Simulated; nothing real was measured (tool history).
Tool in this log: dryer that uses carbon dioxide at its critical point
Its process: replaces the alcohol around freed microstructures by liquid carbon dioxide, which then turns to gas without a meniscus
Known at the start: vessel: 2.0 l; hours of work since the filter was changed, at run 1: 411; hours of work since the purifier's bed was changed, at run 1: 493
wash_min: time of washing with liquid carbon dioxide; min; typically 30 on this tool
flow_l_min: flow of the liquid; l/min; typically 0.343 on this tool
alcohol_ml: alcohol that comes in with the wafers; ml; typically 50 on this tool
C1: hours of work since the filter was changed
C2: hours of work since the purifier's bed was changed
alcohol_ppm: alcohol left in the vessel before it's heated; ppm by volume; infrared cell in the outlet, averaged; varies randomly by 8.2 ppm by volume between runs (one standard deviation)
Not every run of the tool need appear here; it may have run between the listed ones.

run 1 day=0 | wash_min=30 flow_l_min=0.343 alcohol_ml=50 | C1=411 C2=493 | alcohol_ppm=651
run 2 day=1.675 | wash_min=21 flow_l_min=0.343 alcohol_ml=50 | C1=428 C2=510 | alcohol_ppm=1857
run 3 day=2.483 | wash_min=21 flow_l_min=0.343 alcohol_ml=50 | C1=436 C2=519 | alcohol_ppm=1891
run 4 day=3.512 | wash_min=21 flow_l_min=0.343 alcohol_ml=50 | C1=447 C2=529 | alcohol_ppm=1902
run 5 day=4.296 | wash_min=21 flow_l_min=0.343 alcohol_ml=50 | C1=455 C2=537 | alcohol_ppm=1952
run 6 day=5.358 | wash_min=21 flow_l_min=0.343 alcohol_ml=50 | C1=466 C2=548 | alcohol_ppm=1928
run 7 day=6.225 | wash_min=21 flow_l_min=0.343 alcohol_ml=50 | C1=475 C2=557 | alcohol_ppm=1904
run 8 day=6.975 | wash_min=21 flow_l_min=0.343 alcohol_ml=50 | C1=483 C2=565 | alcohol_ppm=1918
run 9 day=8.083 | wash_min=21 flow_l_min=0.343 alcohol_ml=50 | C1=494 C2=576 | alcohol_ppm=1930
run 10 day=8.988 | wash_min=21 flow_l_min=0.343 alcohol_ml=50 | C1=504 C2=586 | alcohol_ppm=1963
run 11 day=10.038 | wash_min=30 flow_l_min=0.343 alcohol_ml=50 | C1=514 C2=596 | alcohol_ppm=682
run 12 day=11.012 | wash_min=30 flow_l_min=0.343 alcohol_ml=50 | C1=524 C2=607 | alcohol_ppm=697
run 13 day=12.146 | wash_min=30 flow_l_min=0.343 alcohol_ml=114 | C1=536 C2=618 | alcohol_ppm=1477
run 14 day=12.912 | wash_min=30 flow_l_min=0.343 alcohol_ml=114 | C1=544 C2=626 | alcohol_ppm=1519
run 15 day=14.004 | wash_min=30 flow_l_min=0.343 alcohol_ml=114 | C1=555 C2=637 | alcohol_ppm=1527
run 16 day=14.879 | wash_min=30 flow_l_min=0.343 alcohol_ml=114 | C1=564 C2=646 | alcohol_ppm=1553
-- day=15.504 inlet filter changed
run 17 day=16.304 | wash_min=30 flow_l_min=0.343 alcohol_ml=114 | C1=8 C2=661 | alcohol_ppm=1056
run 18 day=17.029 | wash_min=30 flow_l_min=0.343 alcohol_ml=114 | C1=16 C2=668 | alcohol_ppm=1055
run 19 day=18.65 | wash_min=30 flow_l_min=0.343 alcohol_ml=114 | C1=32 C2=685 | alcohol_ppm=1095
run 20 day=20.271 | wash_min=23 flow_l_min=0.482 alcohol_ml=25 | C1=49 C2=702 | alcohol_ppm=211
run 21 day=21.512 | wash_min=48 flow_l_min=0.226 alcohol_ml=83 | C1=62 C2=714 | alcohol_ppm=759
run 22 day=22.9 | wash_min=30 flow_l_min=0.429 alcohol_ml=50 | C1=76 C2=729 | alcohol_ppm=241
run 23 day=24.475 | wash_min=30 flow_l_min=0.429 alcohol_ml=50 | C1=93 C2=745 | alcohol_ppm=233
run 24 day=25.204 | wash_min=39 flow_l_min=0.381 alcohol_ml=88 | C1=100 C2=753 | alcohol_ppm=206
run 25 day=26.438 | wash_min=38 flow_l_min=0.343 alcohol_ml=49 | C1=113 C2=765 | alcohol_ppm=236
run 26 day=27.8 | wash_min=38 flow_l_min=0.343 alcohol_ml=49 | C1=127 C2=779 | alcohol_ppm=239
run 27 day=29.262 | wash_min=30 flow_l_min=0.449 alcohol_ml=50 | C1=142 C2=794 | alcohol_ppm=198
run 28 day=30.383 | wash_min=28 flow_l_min=0.424 alcohol_ml=50 | C1=154 C2=806 | alcohol_ppm=317

What differs in the tool's unlogged condition from the final listed run ahead of each entry between runs to the first listed run following it?
Runs 16 to 17: inlet filter changed (day 15.504)
  flow that reaches the vessel past the clogged filter, %: 89.7 -> 99.1; alcohol in the recycled carbon dioxide, ppm: 62.3 -> 63.5
  measured minus no-state result, alcohol_ppm: +568 -> +91 ppm by volume
